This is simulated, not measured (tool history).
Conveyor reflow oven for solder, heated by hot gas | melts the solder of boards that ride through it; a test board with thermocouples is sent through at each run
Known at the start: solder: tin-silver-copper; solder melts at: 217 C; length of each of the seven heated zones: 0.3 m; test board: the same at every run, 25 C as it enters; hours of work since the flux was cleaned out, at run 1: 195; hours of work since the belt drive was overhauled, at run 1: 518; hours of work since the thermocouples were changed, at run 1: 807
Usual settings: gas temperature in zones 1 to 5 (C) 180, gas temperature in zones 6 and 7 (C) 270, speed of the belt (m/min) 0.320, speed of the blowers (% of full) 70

run   hour  gas temperature in zones 1 to 5 (C)  gas temperature in zones 6 and 7 (C)  speed of the belt (m/min)  speed of the blowers (% of full)  hours of work since the flux was cleaned out  hours of work since the belt drive was overhauled  hours of work since the thermocouples were changed  highest temperature of the board (C)  time above the solder's melting point (s)
  1    0.0                                  180                                   270                      0.320                                70                                           195                                                518                                                 807                                 252.2                                       87.8
  2   28.7                                  180                                   270                      0.320                                70                                           210                                                534                                                 823                                 252.9                                       88.4
  3   71.8                                  180                                   270                      0.320                                70                                           234                                                557                                                 846                                 252.6                                       88.1
  4  112.4                                  180                                   270                      0.320                                70                                           256                                                580                                                 868                                 252.4                                       88.1
  5  155.2                                  180                                   270                      0.320                                70                                           280                                                603                                                 892                                 252.3                                       87.4
  6  181.0                                  180                                   270                      0.320                                70                                           294                                                617                                                 906                                 252.2                                       87.2
  7  210.1                                  180                                   270                      0.320                                70                                           310                                                633                                                 922                                 251.7                                       86.8
  8  247.1                                  180                                   270                      0.320                                70                                           330                                                653                                                 942                                 251.8                                       86.8
     289.2  -- flux residue cleaned out of gas plates and filters
  9  301.2                                  180                                   270                      0.320                                70                                             7                                                680                                                 969                                 253.8                                       90.2
 10  329.6                                  166                                   270                      0.320                                70                                            22                                                696                                                 985                                 251.4                                       80.3
 11  366.8                                  182                                   270                      0.320                                80                                            43                                                716                                                1005                                 256.7                                       94.2
 12  414.9                                  182                                   270                      0.320                                80                                            69                                                743                                                1031                                 255.9                                       94.2
 13  449.1                                  174                                   270                      0.302                                70                                            88                                                761                                                1050                                 254.2                                       93.0
 14  478.3                                  173                                   270                      0.271                                70                                           104                                                777                                                1066                                 256.7                                      106.8
 15  504.4                                  173                                   270                      0.271                                70                                           118                                                792                                                1080                                 256.4                                      107.3
 16  545.7                                  173                                   270                      0.271                                70                                           140                                                814                                                1103                                 256.7                                      106.6
 17  582.8                                  190                                   270                      0.320                                70                                           161                                                834                                                1123                                 254.5                                       97.5

Measured less the same run without the tool's hidden state. The same run-to-run variation is in both; the gauge's scatter may not be:
The hidden state here: heat that the gas passes to the board, % of a clean oven's; belt's true speed, % of the reading; true gas temperature in zones 6 and 7 over the reading, C; drift of the gauge itself on peak_c, C; drift of the gauge itself on liquid_s, %.
run  highest temperature of the board (C)  time above the solder's melting point (s)
  1                                  -2.4                                       -2.1
  2                                  -2.6                                       -2.3
  3                                  -2.8                                       -2.6
  4                                  -3.0                                       -2.9
  5                                  -3.3                                       -3.1
  6                                  -3.4                                       -3.3
  7                                  -3.5                                       -3.5
  8                                  -3.7                                       -3.8
  9                                  -1.2                                       -0.2
 10                                  -1.3                                       -0.6
 11                                  -1.6                                       -0.3
 12                                  -1.8                                       -0.5
 13                                  -1.9                                       -1.0
 14                                  -2.1                                       -0.9
 15                                  -2.2                                       -1.1
 16                                  -2.4                                       -1.3
 17                                  -2.5                                       -1.2
